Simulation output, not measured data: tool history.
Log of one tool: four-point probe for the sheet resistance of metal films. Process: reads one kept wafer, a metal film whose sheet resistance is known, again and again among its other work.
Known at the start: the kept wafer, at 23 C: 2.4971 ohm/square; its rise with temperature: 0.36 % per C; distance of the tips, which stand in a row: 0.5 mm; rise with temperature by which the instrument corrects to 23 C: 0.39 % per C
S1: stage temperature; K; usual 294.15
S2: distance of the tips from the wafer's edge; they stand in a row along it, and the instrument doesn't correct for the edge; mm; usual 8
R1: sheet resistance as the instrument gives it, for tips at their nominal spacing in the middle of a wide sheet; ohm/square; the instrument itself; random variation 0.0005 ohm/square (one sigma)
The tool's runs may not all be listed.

Run 1, hour 0: usual settings. Result: R1 2.488487 ohm/square.
At hour 6.1: stage's thermometer calibrated.
Run 2, hour 63.3: usual settings. Result: R1 2.494598 ohm/square.
Run 3, hour 129.4: usual settings. Result: R1 2.493741 ohm/square.
Run 4, hour 176.9: usual settings but S1 291.15 K. Result: R1 2.496011 ohm/square.
Run 5, hour 261.3: usual settings but S1 291.15 K. Result: R1 2.495991 ohm/square.
Run 6, hour 342.9: usual settings but S1 291.15 K. Result: R1 2.495633 ohm/square.
Run 7, hour 423.3: usual settings but S2 6 mm. Result: R1 2.499019 ohm/square.
Run 8, hour 486.7: usual settings but S1 301.15 K, S2 41 mm. Result: R1 2.485692 ohm/square.
Run 9, hour 546.2: usual settings but S1 301.15 K, S2 41 mm. Result: R1 2.485493 ohm/square.

Forecast run 10:
Run 10, hour 610.9: usual settings but S1 306.15 K, S2 6 mm. Result: R1 ?.

{"run 10": {"R1": 2.492819}}
Without the tool's hidden state the same run would have given R1 2.501414 ohm/square.
